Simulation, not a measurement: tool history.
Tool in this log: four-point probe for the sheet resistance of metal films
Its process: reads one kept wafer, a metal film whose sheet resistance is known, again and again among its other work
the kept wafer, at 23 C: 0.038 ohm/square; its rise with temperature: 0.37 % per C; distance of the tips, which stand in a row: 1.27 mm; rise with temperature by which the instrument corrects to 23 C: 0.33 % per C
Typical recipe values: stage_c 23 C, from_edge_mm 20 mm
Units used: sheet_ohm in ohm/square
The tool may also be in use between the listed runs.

run   hour  stage_c  from_edge_mm  sheet_ohm
  1      0       23            20   0.038386
  2   11.4       23            20   0.038366
  3   21.4       23            20   0.038373
  4   35.2       23            20   0.038379
  5   54.3       28            20   0.038445
  6   67.2       28            32    0.03842
  7   78.2       23            20     0.0384
  8   93.4       23            20    0.03839
  9  104.3       23            20   0.038391
 10  125.8       23            20   0.038394
 11  137.6       23            37   0.038335
 12  156.2       29            20   0.038482
 13  178.4       29            20   0.038494
 14  196.2       29            20   0.038487
 15  205.9       23            20   0.038395
 16  216.6       23            20   0.038398
 17  229.9       23            20   0.038414
 18  247.3       23            20   0.038398
 19  261.8       23            20   0.038395
 20    281       23            10   0.038648
 21  301.1       23            10   0.038654
 22  316.4       21            48   0.038323
 23  335.6       21            48   0.038312
 24    349       34            48   0.038518
 25  361.6       33            53   0.038485
 26  379.5       34            42   0.038512
 27  395.3       34            42   0.038523
 28  410.3       34            70   0.038506
 29  426.6       20            13   0.038497
 30  449.3       19            65   0.038291
 31  472.7       19            27   0.038341
 32  494.3       24             7   0.039014
 33  504.8       24             7   0.039028

Run 34 comes next. What will it give?
 34  526.3       33            25          ?

sheet_ohm: 0.038548 ohm/square
Were there no unlogged condition in the tool, this run, its random variation unchanged, would have produced sheet_ohm 0.038196 ohm/square.
